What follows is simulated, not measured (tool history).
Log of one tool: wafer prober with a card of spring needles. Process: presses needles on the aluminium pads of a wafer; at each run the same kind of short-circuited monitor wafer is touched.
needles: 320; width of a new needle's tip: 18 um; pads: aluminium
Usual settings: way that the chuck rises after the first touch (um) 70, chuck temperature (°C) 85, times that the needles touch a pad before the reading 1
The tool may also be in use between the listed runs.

run     day  way that the chuck rises after the first touch (um)  chuck temperature (°C)  times that the needles touch a pad before the reading  resistance of one needle with its contact and lead (mohm)  way that a needle slides on the pad (um)
  1   0.000                                                   70                      85                                                      1                                                        219                                     17.12
      0.242  -- tips cleaned on abrasive film
      0.512  -- tips cleaned on abrasive film
  2   0.512                                                   70                      85                                                      1                                                        219                                     17.17
      0.825  -- tips cleaned on abrasive film
      1.083  -- tips cleaned on abrasive film
  3   1.267                                                   70                      85                                                      1                                                        219                                     17.06
      1.379  -- tips cleaned on abrasive film
      1.679  -- tips cleaned on abrasive film
      1.979  -- tips cleaned on abrasive film
      2.238  -- tips cleaned on abrasive film
  4   2.288                                                   70                      85                                                      1                                                        219                                     17.08
      2.546  -- tips cleaned on abrasive film
      2.862  -- tips cleaned on abrasive film
      3.175  -- tips cleaned on abrasive film
  5   3.179                                                   70                      85                                                      1                                                        218                                     17.05
      3.433  -- tips cleaned on abrasive film
      3.746  -- tips cleaned on abrasive film
      4.058  -- tips cleaned on abrasive film
  6   4.058                                                   70                      85                                                      1                                                        216                                     17.10
      4.317  -- tips cleaned on abrasive film
      4.617  -- tips cleaned on abrasive film
      4.921  -- tips cleaned on abrasive film
  7   5.071                                                   70                      85                                                      1                                                        217                                     17.10
      5.200  -- tips cleaned on abrasive film
      5.521  -- tips cleaned on abrasive film
  8   5.667                                                   70                      85                                                      1                                                        216                                     17.03
      5.779  -- tips cleaned on abrasive film
      6.096  -- tips cleaned on abrasive film
      6.404  -- tips cleaned on abrasive film
  9   6.621                                                   70                      30                                                      1                                                        205                                     16.94
      6.688  -- tips cleaned on abrasive film
      7.004  -- tips cleaned on abrasive film
      7.308  -- tips cleaned on abrasive film
      7.567  -- tips cleaned on abrasive film
 10   7.796                                                   70                      30                                                      1                                                        208                                     16.97
      7.862  -- tips cleaned on abrasive film
      8.117  -- tips cleaned on abrasive film
      8.429  -- tips cleaned on abrasive film
 11   8.521                                                   70                      30                                                      1                                                        207                                     17.08
      8.712  -- tips cleaned on abrasive film
      8.971  -- tips cleaned on abrasive film
      9.288  -- tips cleaned on abrasive film
      9.579  -- tips cleaned on abrasive film
 12   9.579                                                   70                      30                                                      1                                                        204                                     16.93
      9.875  -- tips cleaned on abrasive film
 13  10.112                                                   70                      85                                                      1                                                        221                                     16.90
     10.167  -- tips cleaned on abrasive film
     10.471  -- tips cleaned on abrasive film
     10.779  -- tips cleaned on abrasive film
     11.062  -- tips cleaned on abrasive film
 14  11.308                                                   70                      85                                                      1                                                        219                                     16.99
     11.375  -- tips cleaned on abrasive film
     11.688  -- tips cleaned on abrasive film
     12.004  -- tips cleaned on abrasive film
 15  12.092                                                   70                      85                                                      1                                                        217                                     16.97
     12.283  -- tips cleaned on abrasive film
     12.596  -- tips cleaned on abrasive film
     12.904  -- tips cleaned on abrasive film
     13.217  -- tips cleaned on abrasive film
 16  13.262                                                   72                      66                                                      1                                                        216                                     17.46
     13.508  -- tips cleaned on abrasive film
     13.767  -- tips cleaned on abrasive film
 17  14.000                                                   70                      85                                                      1                                                        222                                     16.88
     14.067  -- tips cleaned on abrasive film
     14.325  -- tips cleaned on abrasive film
     14.583  -- tips cleaned on abrasive film
     14.904  -- tips cleaned on abrasive film
 18  15.100                                                   52                      99                                                      2                                                        230                                     12.63
     15.167  -- tips cleaned on abrasive film
     15.475  -- tips cleaned on abrasive film
 19  15.621                                                   90                      99                                                      1                                                        220                                     21.55
     15.750  -- tips cleaned on abrasive film
     16.046  -- tips cleaned on abrasive film
     16.338  -- tips cleaned on abrasive film
 20  16.396                                                   70                      88                                                      3                                                        220                                     16.83
     16.646  -- tips cleaned on abrasive film
     16.950  -- tips cleaned on abrasive film
     17.204  -- tips cleaned on abrasive film
     17.504  -- tips cleaned on abrasive film
 21  17.546                                                   70                      88                                                      3                                                        223                                     16.71
     17.804  -- tips cleaned on abrasive film
 22  18.033                                                   71                      48                                                      2                                                        211                                     17.09
     18.100  -- tips cleaned on abrasive film
     18.358  -- tips cleaned on abrasive film
     18.667  -- tips cleaned on abrasive film
 23  18.908                                                   71                      48                                                      2                                                        209                                     17.07
     18.971  -- tips cleaned on abrasive film
     19.283  -- tips cleaned on abrasive film
     19.479  -- height of the first contact set anew
     19.600  -- tips cleaned on abrasive film
 24  19.600                                                   84                     101                                                      1                                                        221                                     20.00

The next listed run, before its measurement:
     19.912  -- tips cleaned on abrasive film
     20.204  -- tips cleaned on abrasive film
 25  20.300                                                   70                      65                                                      1                                                          ?                                         ?

{"run 25": {"resistance of one needle with its contact and lead (mohm)": 216, "way that a needle slides on the pad (um)": 16.78}}
Without the tool's hidden state the same run would have given resistance of one needle with its contact and lead (mohm) 216, way that a needle slides on the pad (um) 17.17.
